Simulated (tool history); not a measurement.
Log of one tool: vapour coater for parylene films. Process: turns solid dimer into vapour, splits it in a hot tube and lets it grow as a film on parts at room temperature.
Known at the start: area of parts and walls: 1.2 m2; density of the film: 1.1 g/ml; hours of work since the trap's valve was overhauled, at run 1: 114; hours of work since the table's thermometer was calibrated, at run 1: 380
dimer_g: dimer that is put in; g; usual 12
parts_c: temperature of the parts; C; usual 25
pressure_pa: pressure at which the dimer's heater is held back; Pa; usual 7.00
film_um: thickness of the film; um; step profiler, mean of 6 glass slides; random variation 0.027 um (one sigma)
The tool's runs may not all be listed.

run,hour,dimer_g,parts_c,pressure_pa,hours of work since the trap's valve was overhauled,hours of work since the table's thermometer was calibrated,film_um
1,0.0,12,25,7.00,114,380,4.60
2,9.0,12,25,7.00,120,386,4.58
3,25.4,12,25,7.00,132,398,4.58
4,37.7,12,25,7.00,141,407,4.50
5,57.0,12,25,7.00,155,421,4.54
6,68.8,12,25,7.00,164,430,4.50
7,81.8,12,25,7.00,173,439,4.52
8,97.4,12,25,2.19,184,450,5.96
9,116.1,12,25,2.19,198,464,5.86
10,130.7,12,25,2.19,208,474,5.91
11,152.0,12,25,2.19,224,490,5.82
12,162.3,12,25,2.19,231,497,5.81
13,174.4,12,25,2.19,240,506,5.83
14,185.0,12,25,9.76,247,513,4.14
15,202.8,12,25,9.76,260,526,4.08
16,215.4,12,25,9.76,269,535,4.06
17,233.2,12,25,9.76,282,548,4.07
18,247.5,12,25,7.00,292,558,4.43
19,267.2,7,25,2.02,307,573,3.42
20,284.3,7,25,2.02,319,585,3.38
21,301.1,7,25,4.01,331,597,2.90
22,319.4,7,27,7.31,344,610,2.44
23,340.4,12,35,6.02,359,625,3.66
24,354.3,12,35,6.02,369,635,3.65
# hour 356.8: table's thermometer calibrated
25,369.7,7,32,7.00,380,9,2.22
# hour 377.9: trap's valve overhauled
26,395.3,7,32,7.00,13,25,2.34
27,408.8,8,20,7.00,22,35,3.44
28,418.6,21,23,7.00,29,42,8.59
29,440.1,21,23,5.92,45,57,8.83
# hour 450.6: table's thermometer calibrated, once more
30,461.9,21,23,5.92,60,8,8.86
31,472.3,8,25,6.35,67,16,3.16
32,492.2,12,18,7.00,82,30,5.37
33,508.4,12,26,3.60,93,42,5.29
34,517.9,13,27,8.63,100,49,4.55
35,537.4,13,27,8.78,114,63,4.55
36,546.7,6,25,3.55,121,69,2.67

How the hidden state differs across the entries between the runs, from the last listed run before each to the first after it:
Between runs 24 and 25: table's thermometer calibrated (hour 356.8)
  vapour lost through the trap's worn valve, %: 8.5 -> 8.7; true temperature of the parts over the reading, C: -0.06 -> -0.09
  measured less the result without the state, film_um: -0.33 -> -0.20 um
Between runs 25 and 26: trap's valve overhauled (hour 377.9)
  vapour lost through the trap's worn valve, %: 8.7 -> 0.5
  measured less the result without the state, film_um: -0.20 -> -0.01 um
Between runs 29 and 30: table's thermometer calibrated, once more (hour 450.6)
  vapour lost through the trap's worn valve, %: 1.2 -> 1.6; true temperature of the parts over the reading, C: -0.1 -> -0.19
  measured less the result without the state, film_um: -0.10 -> -0.11 um
